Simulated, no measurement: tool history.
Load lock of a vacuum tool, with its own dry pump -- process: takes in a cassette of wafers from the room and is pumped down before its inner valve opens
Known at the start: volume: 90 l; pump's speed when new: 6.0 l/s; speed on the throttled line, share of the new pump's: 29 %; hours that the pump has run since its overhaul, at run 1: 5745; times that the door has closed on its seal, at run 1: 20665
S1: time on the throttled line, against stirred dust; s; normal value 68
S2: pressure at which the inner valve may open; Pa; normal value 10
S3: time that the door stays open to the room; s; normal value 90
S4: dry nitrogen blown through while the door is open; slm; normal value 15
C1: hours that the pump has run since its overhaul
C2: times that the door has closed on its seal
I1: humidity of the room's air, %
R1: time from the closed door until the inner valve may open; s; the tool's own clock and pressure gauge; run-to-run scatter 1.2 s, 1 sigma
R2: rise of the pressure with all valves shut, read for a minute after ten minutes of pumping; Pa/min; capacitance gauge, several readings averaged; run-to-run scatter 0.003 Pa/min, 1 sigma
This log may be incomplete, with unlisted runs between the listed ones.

| run | hour | S1 | S2 | S3 | S4 | C1 | C2 | I1 | R1 | R2 |
|---|---|---|---|---|---|---|---|---|---|---|
| 1 | 0 | 68 | 10 | 90 | 15 | 5745 | 20665 | 47.1 | 207.8 | 0.123 |
| 2 | 143.6 | 68 | 10 | 90 | 15 | 5888 | 20929 | 37.1 | 209.6 | 0.126 |
| 3 | 362.1 | 68 | 10 | 90 | 15 | 6107 | 21331 | 44.1 | 209.3 | 0.13 |
| 4 | 635.1 | 68 | 10 | 90 | 15 | 6380 | 21834 | 43.7 | 210.3 | 0.137 |
| 5 | 875.7 | 68 | 10 | 90 | 15 | 6620 | 22276 | 43.1 | 211.6 | 0.134 |
| 6 | 1005.4 | 68 | 12 | 90 | 15 | 6750 | 22515 | 44.5 | 208.5 | 0.141 |
| 7 | 1268.8 | 68 | 12 | 90 | 15 | 7013 | 23000 | 44.3 | 208 | 0.142 |
| 8 | 1445.6 | 68 | 12 | 90 | 15 | 7190 | 23325 | 43.7 | 209.2 | 0.144 |
| 9 | 1687.5 | 68 | 12 | 90 | 15 | 7432 | 23770 | 42.7 | 212.6 | 0.151 |
| 10 | 1896.5 | 68 | 11 | 90 | 9 | 7641 | 24155 | 48 | 213.4 | 0.156 |
| 11 | 2032.4 | 90 | 15 | 63 | 9 | 7777 | 24405 | 46.9 | 223.3 | 0.161 |
| 12 | 2254.4 | 90 | 15 | 63 | 9 | 7999 | 24814 | 46.4 | 221.9 | 0.162 |
| 13 | 2525 | 95 | 14 | 31 | 15 | 8270 | 25311 | 46.9 | 231.7 | 0.154 |
| 14 | 2746.3 | 73 | 13 | 34 | 5 | 8491 | 25719 | 44.1 | 220.8 | 0.175 |
| 15 | 2924.8 | 103 | 11 | 34 | 5 | 8669 | 26047 | 44.4 | 240.9 | 0.169 |
| 16 | 3181.1 | 103 | 11 | 34 | 5 | 8926 | 26519 | 48.3 | 246.1 | 0.179 |
| 17 | 3443 | 103 | 11 | 34 | 5 | 9188 | 27001 | 42.6 | 243.1 | 0.181 |

Below are 5 alternative next runs, each starting from the tool's condition after run 17. Predict each:
| A | 3567.8 | 103 | 10 | 34 | 18 | 9313 | 27231 | 43.9 | ? | ? |
| B | 3567.8 | 73 | 11 | 34 | 5 | 9313 | 27231 | 43.6 | ? | ? |
| C | 3567.8 | 103 | 13 | 34 | 6 | 9313 | 27231 | 44.6 | ? | ? |
| D | 3567.8 | 46 | 18 | 90 | 15 | 9313 | 27231 | 48.8 | ? | ? |
| E | 3567.8 | 103 | 19 | 114 | 5 | 9313 | 27231 | 42.9 | ? | ? |

| run | R1 | R2 |
|---|---|---|
| A | 247.5 | 0.173 |
| B | 227 | 0.186 |
| C | 240.3 | 0.181 |
| D | 198.2 | 0.179 |
| E | 233.8 | 0.194 |
With no hidden state in the tool, these same runs would have given:
| run | R1 | R2 |
|---|---|---|
| A | 213.7 | 0.012 |
| B | 190.9 | 0.027 |
| C | 208.2 | 0.023 |
| D | 162.4 | 0.021 |
| E | 203.1 | 0.034 |
